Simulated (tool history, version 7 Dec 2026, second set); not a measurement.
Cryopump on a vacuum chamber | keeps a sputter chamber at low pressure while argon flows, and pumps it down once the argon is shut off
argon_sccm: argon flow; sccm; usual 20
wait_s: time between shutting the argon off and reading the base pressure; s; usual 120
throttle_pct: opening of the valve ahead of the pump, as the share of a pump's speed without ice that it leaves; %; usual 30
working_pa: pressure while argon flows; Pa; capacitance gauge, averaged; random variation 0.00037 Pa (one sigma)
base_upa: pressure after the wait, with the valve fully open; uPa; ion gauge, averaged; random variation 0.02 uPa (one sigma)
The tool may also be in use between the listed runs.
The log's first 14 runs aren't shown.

| run | day | argon_sccm | wait_s | throttle_pct | working_pa | base_upa |
|---|---|---|---|---|---|---|
| 15 | 11.442 | 20 | 29 | 30 | 0.0480 | 1.49 |
| 16 | 12.496 | 20 | 120 | 30 | 0.0488 | 1.09 |
| 17 | 13.312 | 20 | 120 | 41 | 0.0358 | 1.07 |
| 18 | 13.954 | 20 | 260 | 25 | 0.0584 | 1.03 |
| 19 | 14.821 | 20 | 120 | 26 | 0.0560 | 1.15 |
| 20 | 15.279 | 19 | 29 | 30 | 0.0459 | 1.50 |
| 21 | 15.975 | 28 | 274 | 58 | 0.0356 | 1.05 |
| 22 | 17.071 | 18 | 46 | 20 | 0.0651 | 1.36 |
| 23 | 17.871 | 18 | 46 | 20 | 0.0646 | 1.39 |
| 24 | 18.775 | 20 | 120 | 51 | 0.0300 | 1.17 |
| 25 | 19.329 | 11 | 67 | 26 | 0.0306 | 1.33 |
| 26 | 19.796 | 10 | 158 | 17 | 0.0422 | 1.18 |
| 27 | 20.300 | 10 | 158 | 17 | 0.0431 | 1.21 |
| 28 | 20.967 | 22 | 120 | 54 | 0.0316 | 1.27 |
| 29 | 21.954 | 18 | 132 | 23 | 0.0575 | 1.21 |
| 30 | 22.550 | 18 | 233 | 21 | 0.0630 | 1.14 |
| 31 | 23.133 | 20 | 31 | 19 | 0.0775 | 1.68 |
| 32 | 24.225 | 20 | 31 | 19 | 0.0773 | 1.73 |
| 33 | 24.912 | 27 | 120 | 28 | 0.0714 | 1.36 |
| 34 | 25.579 | 27 | 120 | 28 | 0.0721 | 1.35 |

Forecast each of these 4 alternatives for the next run:
|  | 26.396 | pump warmed up, emptied and cooled again |
| A | 26.796 | 27 | 162 | 16 | ? | ? |
|  | 26.396 | pump warmed up, emptied and cooled again |
| B | 26.796 | 24 | 120 | 57 | ? | ? |
|  | 26.396 | pump warmed up, emptied and cooled again |
| C | 26.796 | 20 | 37 | 30 | ? | ? |
|  | 26.396 | pump warmed up, emptied and cooled again |
| D | 26.796 | 9 | 57 | 35 | ? | ? |

| run | working_pa | base_upa |
|---|---|---|
| A | 0.1199 | 1.16 |
| B | 0.0295 | 1.16 |
| C | 0.0473 | 1.47 |
| D | 0.0178 | 1.31 |
Without the tool's hidden state the same runs would have given:
| run | working_pa | base_upa |
|---|---|---|
| A | 0.1195 | 0.23 |
| B | 0.0292 | 0.23 |
| C | 0.0470 | 0.54 |
| D | 0.0177 | 0.38 |

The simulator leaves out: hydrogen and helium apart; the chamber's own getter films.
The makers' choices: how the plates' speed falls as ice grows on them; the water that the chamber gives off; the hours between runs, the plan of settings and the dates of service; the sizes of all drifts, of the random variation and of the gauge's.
